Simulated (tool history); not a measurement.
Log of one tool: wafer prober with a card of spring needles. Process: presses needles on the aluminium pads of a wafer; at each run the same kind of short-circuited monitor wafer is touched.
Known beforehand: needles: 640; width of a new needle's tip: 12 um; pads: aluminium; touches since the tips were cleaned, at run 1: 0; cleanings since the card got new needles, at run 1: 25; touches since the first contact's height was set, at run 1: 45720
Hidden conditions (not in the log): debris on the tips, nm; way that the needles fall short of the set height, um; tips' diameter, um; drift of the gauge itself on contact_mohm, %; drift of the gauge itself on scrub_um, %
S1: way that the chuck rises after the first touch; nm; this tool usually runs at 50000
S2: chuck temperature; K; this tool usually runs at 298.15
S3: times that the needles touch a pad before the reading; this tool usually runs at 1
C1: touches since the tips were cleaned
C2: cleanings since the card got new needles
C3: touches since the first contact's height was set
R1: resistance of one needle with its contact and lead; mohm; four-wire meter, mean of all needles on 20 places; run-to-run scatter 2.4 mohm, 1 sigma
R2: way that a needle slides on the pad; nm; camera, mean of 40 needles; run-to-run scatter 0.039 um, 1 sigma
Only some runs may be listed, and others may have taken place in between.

run   hour     S1      S2  S3    C1  C2     C3   R1     R2
  1      0  50000  298.15   1     0  25  45720  273   9640
       6.9  -- tips cleaned on abrasive film
  2      9  50000  298.15   1   502  26  47879  286   9630
      14.2  -- tips cleaned on abrasive film
  3   14.2  50000  298.15   1     0  27  49117  277   9670
  4   20.4  50000  298.15   1  1486  27  50603  301   9710
      21.6  -- tips cleaned on abrasive film
      28.4  -- tips cleaned on abrasive film
  5   29.5  50000  298.15   1   261  29  52761  278   9670
      35.8  -- tips cleaned on abrasive film
  6   40.8  50000  298.15   1  1215  30  55468  302   9580
      42.5  -- tips cleaned on abrasive film
      49.2  -- tips cleaned on abrasive film
  7   49.5  50000  298.15   3    50  32  57516  270   9620
      56.1  -- tips cleaned on abrasive film
  8   57.1  50000  301.15   3   247  33  59338  267   9570
      63.1  -- tips cleaned on abrasive film
  9   63.4  47000  298.15   1    66  34  60834  274   8910
 10   68.3  32000  299.15   1  1260  34  62028  349   5990
      69.7  -- tips cleaned on abrasive film
      76.8  -- tips cleaned on abrasive film
 11   78.3  47000  310.15   1   367  36  64394  290   8910
      83.7  -- tips cleaned on abrasive film
 12   85.4  47000  310.15   1   395  37  66080  293   8940
      90.8  -- tips cleaned on abrasive film
 13   96.9  47000  310.15   1  1487  38  68851  314   8880
        98  -- tips cleaned on abrasive film
 14  102.1  47000  310.15   1  1001  39  70090  303   8910
     104.7  -- tips cleaned on abrasive film
 15  110.3  56000  365.15   3  1344  40  72043  297  10710
     112.2  -- tips cleaned on abrasive film
 16  116.8  64000  300.15   3  1119  41  73601  272  12210
     119.3  -- tips cleaned on abrasive film
     126.5  -- tips cleaned on abrasive film
 17  128.2  64000  300.15   3   414  43  76304  275  12270
     133.2  -- tips cleaned on abrasive film
 18  133.8  64000  300.15   3   145  44  77631  267  12180

Branching from run 18: 3 alternative next runs. What would each branch give?
     139.8  -- tips cleaned on abrasive film
  A   142  31000  305.15   2  516  45  79584   ?   ?
     139.8  -- tips cleaned on abrasive film
  B   142  49000  319.15   3  516  45  79584   ?   ?
     139.8  -- tips cleaned on abrasive film
  C   142  40000  300.15   3  516  45  79584   ?   ?

run   R1    R2
  A  303  5620
  B  285  9220
  C  284  7400
Without the tool's unlogged condition, the same runs would have read:
run   R1    R2
  A  276  6110
  B  278  9710
  C  273  7890
